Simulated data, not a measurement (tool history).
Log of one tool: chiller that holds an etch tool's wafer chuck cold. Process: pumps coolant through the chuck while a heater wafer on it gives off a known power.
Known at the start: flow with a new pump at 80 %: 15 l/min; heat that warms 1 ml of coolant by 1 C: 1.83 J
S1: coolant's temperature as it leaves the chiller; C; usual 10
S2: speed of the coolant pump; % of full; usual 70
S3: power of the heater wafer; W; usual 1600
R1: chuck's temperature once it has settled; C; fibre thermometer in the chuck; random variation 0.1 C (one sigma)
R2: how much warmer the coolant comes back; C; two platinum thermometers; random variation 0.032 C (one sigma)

run 1 hour=0.0 | S1=10 S2=70 S3=1600 | R1=25.2 R2=4.15
run 2 hour=20.7 | S1=10 S2=70 S3=1600 | R1=25.1 R2=4.10
run 3 hour=39.3 | S1=17 S2=70 S3=1600 | R1=32.4 R2=4.17
run 4 hour=72.5 | S1=17 S2=70 S3=1600 | R1=32.5 R2=4.19
run 5 hour=113.8 | S1=17 S2=70 S3=1600 | R1=32.5 R2=4.10
run 6 hour=148.0 | S1=17 S2=70 S3=1600 | R1=32.3 R2=4.10
run 7 hour=190.4 | S1=17 S2=70 S3=1600 | R1=32.6 R2=4.23
run 8 hour=217.3 | S1=17 S2=70 S3=1600 | R1=32.7 R2=4.19
run 9 hour=235.8 | S1=10 S2=70 S3=1600 | R1=25.3 R2=4.16
run 10 hour=269.2 | S1=10 S2=70 S3=931 | R1=18.8 R2=2.44
run 11 hour=298.0 | S1=10 S2=77 S3=1600 | R1=24.1 R2=3.71
-- hour=310.9 chiller's thermometer calibrated
run 12 hour=327.2 | S1=10 S2=77 S3=1600 | R1=23.9 R2=3.80
run 13 hour=371.6 | S1=10 S2=77 S3=1600 | R1=23.6 R2=3.74
run 14 hour=406.1 | S1=10 S2=77 S3=822 | R1=16.9 R2=1.99
run 15 hour=437.2 | S1=10 S2=77 S3=822 | R1=17.0 R2=1.89
run 16 hour=468.2 | S1=15 S2=70 S3=1600 | R1=30.3 R2=4.19
run 17 hour=511.6 | S1=19 S2=100 S3=951 | R1=25.2 R2=1.65
run 18 hour=546.8 | S1=5 S2=61 S3=1707 | R1=23.8 R2=5.21
-- hour=572.1 chiller's thermometer calibrated, once more
run 19 hour=575.6 | S1=5 S2=61 S3=1707 | R1=24.3 R2=5.26
run 20 hour=612.8 | S1=5 S2=61 S3=1707 | R1=24.2 R2=5.25
run 21 hour=644.5 | S1=5 S2=61 S3=1707 | R1=24.4 R2=5.18
run 22 hour=684.7 | S1=5 S2=61 S3=1707 | R1=24.2 R2=5.23
run 23 hour=714.2 | S1=19 S2=91 S3=1707 | R1=32.1 R2=3.33
run 24 hour=746.5 | S1=5 S2=91 S3=1707 | R1=18.1 R2=3.29
run 25 hour=772.9 | S1=10 S2=81 S3=2137 | R1=28.4 R2=4.73
run 26 hour=807.7 | S1=10 S2=86 S3=1168 | R1=19.4 R2=2.38
run 27 hour=836.7 | S1=2 S2=71 S3=1600 | R1=17.7 R2=4.06
run 28 hour=862.1 | S1=2 S2=71 S3=1600 | R1=17.6 R2=4.13
run 29 hour=903.5 | S1=2 S2=71 S3=1600 | R1=17.8 R2=4.14
run 30 hour=923.5 | S1=2 S2=71 S3=1600 | R1=17.7 R2=4.16
run 31 hour=967.8 | S1=6 S2=92 S3=1181 | R1=15.1 R2=2.22

Hidden state or all else? Some run-to-run changes of R1, split into what the settings, what came in and random variation would give without the hidden state, and what is left for the hidden state (with any gauge scatter that isn't in both results):
The hidden state here: heat passed by the chuck's channels, % of clean ones'; flow at a given pump speed, % of a new pump's; coolant's true temperature over the reading, C; drift of the gauge itself on chuck_c, C; drift of the gauge itself on warmer_back_c, C.
Run 15 -> 16: S1 10 -> 15, S2 77 -> 70, S3 822 -> 1600. R1 +13.3 C: hidden state +0.7, all else +12.6.
Run 16 -> 17: S1 15 -> 19, S2 70 -> 100, S3 1600 -> 951. R1 -5.1 C: hidden state -0.8, all else -4.3.
Run 17 -> 18: S1 19 -> 5, S2 100 -> 61, S3 951 -> 1707. R1 -1.4 C: hidden state +1.1, all else -2.5.
Run 23 -> 24: S1 19 -> 5. R1 -14.0 C: hidden state +0.0, all else -14.0.
Run 24 -> 25: S1 5 -> 10, S2 91 -> 81, S3 1707 -> 2137. R1 +10.3 C: hidden state +0.5, all else +9.8.
Run 25 -> 26: S2 81 -> 86, S3 2137 -> 1168. R1 -9.0 C: hidden state -0.9, all else -8.1.
